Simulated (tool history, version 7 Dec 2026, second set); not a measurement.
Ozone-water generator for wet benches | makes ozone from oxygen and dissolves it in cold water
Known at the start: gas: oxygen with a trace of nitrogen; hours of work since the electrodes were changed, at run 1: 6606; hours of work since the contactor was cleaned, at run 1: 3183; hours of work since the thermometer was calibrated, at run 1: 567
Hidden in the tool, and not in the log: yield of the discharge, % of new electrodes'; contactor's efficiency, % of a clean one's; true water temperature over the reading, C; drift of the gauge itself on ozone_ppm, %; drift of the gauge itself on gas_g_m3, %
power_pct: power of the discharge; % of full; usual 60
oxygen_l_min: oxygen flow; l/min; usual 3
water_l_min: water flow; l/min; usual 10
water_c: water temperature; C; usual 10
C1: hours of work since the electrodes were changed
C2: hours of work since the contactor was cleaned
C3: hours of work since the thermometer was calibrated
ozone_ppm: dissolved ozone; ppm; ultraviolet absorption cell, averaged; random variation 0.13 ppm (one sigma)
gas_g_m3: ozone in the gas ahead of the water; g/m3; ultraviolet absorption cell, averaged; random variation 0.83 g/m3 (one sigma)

run 1 hour=0 | power_pct=60 oxygen_l_min=3 water_l_min=10 water_c=10 | C1=6606 C2=3183 C3=567 | ozone_ppm=12.5 gas_g_m3=114.5
run 2 hour=98.8 | power_pct=60 oxygen_l_min=3 water_l_min=10 water_c=10 | C1=6697 C2=3274 C3=659 | ozone_ppm=12.3 gas_g_m3=113.5
run 3 hour=197 | power_pct=60 oxygen_l_min=3 water_l_min=10 water_c=10 | C1=6789 C2=3366 C3=750 | ozone_ppm=12.4 gas_g_m3=114.4
run 4 hour=318.5 | power_pct=60 oxygen_l_min=3 water_l_min=10 water_c=10 | C1=6901 C2=3478 C3=863 | ozone_ppm=12.2 gas_g_m3=112.9
run 5 hour=440.5 | power_pct=60 oxygen_l_min=3 water_l_min=10 water_c=10 | C1=7014 C2=3591 C3=976 | ozone_ppm=12.5 gas_g_m3=112.8
run 6 hour=648.5 | power_pct=60 oxygen_l_min=3 water_l_min=10 water_c=10 | C1=7207 C2=3784 C3=1169 | ozone_ppm=12 gas_g_m3=111.8
run 7 hour=774.2 | power_pct=60 oxygen_l_min=3 water_l_min=10 water_c=10 | C1=7324 C2=3901 C3=1285 | ozone_ppm=12.1 gas_g_m3=112
run 8 hour=879.3 | power_pct=60 oxygen_l_min=3 water_l_min=10 water_c=5 | C1=7421 C2=3998 C3=1383 | ozone_ppm=13 gas_g_m3=110.7
run 9 hour=965.4 | power_pct=60 oxygen_l_min=3 water_l_min=10 water_c=10 | C1=7501 C2=4078 C3=1463 | ozone_ppm=12.2 gas_g_m3=111.9
run 10 hour=1078.6 | power_pct=60 oxygen_l_min=3 water_l_min=10 water_c=10 | C1=7606 C2=4183 C3=1567 | ozone_ppm=12 gas_g_m3=111.8
run 11 hour=1280.8 | power_pct=60 oxygen_l_min=3 water_l_min=15 water_c=10 | C1=7794 C2=4370 C3=1755 | ozone_ppm=7.9 gas_g_m3=110
run 12 hour=1425.1 | power_pct=61 oxygen_l_min=3.48 water_l_min=7 water_c=13 | C1=7927 C2=4504 C3=1889 | ozone_ppm=15.2 gas_g_m3=101.6
run 13 hour=1525.9 | power_pct=40 oxygen_l_min=1.84 water_l_min=10 water_c=10 | C1=8021 C2=4598 C3=1982 | ozone_ppm=8.8 gas_g_m3=112.1
run 14 hour=1703 | power_pct=41 oxygen_l_min=4.74 water_l_min=6 water_c=8 | C1=8185 C2=4762 C3=2147 | ozone_ppm=13 gas_g_m3=63.7
run 15 hour=1839.3 | power_pct=43 oxygen_l_min=2.22 water_l_min=10 water_c=5 | C1=8311 C2=4888 C3=2273 | ozone_ppm=9.7 gas_g_m3=104.3
-- hour=1972.7 contactor cleaned
run 16 hour=2021.5 | power_pct=43 oxygen_l_min=1.81 water_l_min=15 water_c=5 | C1=8477 C2=45 C3=2438 | ozone_ppm=6.3 gas_g_m3=116.8
run 17 hour=2124.7 | power_pct=50 oxygen_l_min=5.31 water_l_min=7 water_c=15 | C1=8572 C2=141 C3=2534 | ozone_ppm=11.8 gas_g_m3=66.1
run 18 hour=2249.3 | power_pct=60 oxygen_l_min=3 water_l_min=6 water_c=7 | C1=8688 C2=256 C3=2649 | ozone_ppm=19.4 gas_g_m3=106.1
run 19 hour=2365.1 | power_pct=97 oxygen_l_min=3 water_l_min=10 water_c=10 | C1=8795 C2=364 C3=2757 | ozone_ppm=17 gas_g_m3=150
run 20 hour=2499 | power_pct=54 oxygen_l_min=3 water_l_min=9 water_c=10 | C1=8919 C2=488 C3=2881 | ozone_ppm=12.4 gas_g_m3=99.7

Forecast each of these 5 alternatives for the next run:
run A hour=2681.5 | power_pct=73 oxygen_l_min=3.78 water_l_min=9 water_c=7 | C1=9089 C2=657 C3=3050 | ozone_ppm=? gas_g_m3=?
run B hour=2681.5 | power_pct=54 oxygen_l_min=3 water_l_min=9 water_c=10 | C1=9089 C2=657 C3=3050 | ozone_ppm=? gas_g_m3=?
run C hour=2681.5 | power_pct=76 oxygen_l_min=1.82 water_l_min=10 water_c=16 | C1=9089 C2=657 C3=3050 | ozone_ppm=? gas_g_m3=?
run D hour=2681.5 | power_pct=54 oxygen_l_min=3 water_l_min=13 water_c=10 | C1=9089 C2=657 C3=3050 | ozone_ppm=? gas_g_m3=?
run E hour=2681.5 | power_pct=49 oxygen_l_min=3 water_l_min=14 water_c=10 | C1=9089 C2=657 C3=3050 | ozone_ppm=? gas_g_m3=?

run=A ozone_ppm=15.3 gas_g_m3=105.7
run=B ozone_ppm=12.2 gas_g_m3=99.9
run=C ozone_ppm=13 gas_g_m3=170
run=D ozone_ppm=8.6 gas_g_m3=99.4
run=E ozone_ppm=7.3 gas_g_m3=93
Without the tool's hidden state the same runs would have given:
run=A ozone_ppm=20.2 gas_g_m3=137.8
run=B ozone_ppm=15.1 gas_g_m3=122.7
run=C ozone_ppm=17.3 gas_g_m3=223.7
run=D ozone_ppm=10.7 gas_g_m3=122.2
run=E ozone_ppm=8.9 gas_g_m3=112

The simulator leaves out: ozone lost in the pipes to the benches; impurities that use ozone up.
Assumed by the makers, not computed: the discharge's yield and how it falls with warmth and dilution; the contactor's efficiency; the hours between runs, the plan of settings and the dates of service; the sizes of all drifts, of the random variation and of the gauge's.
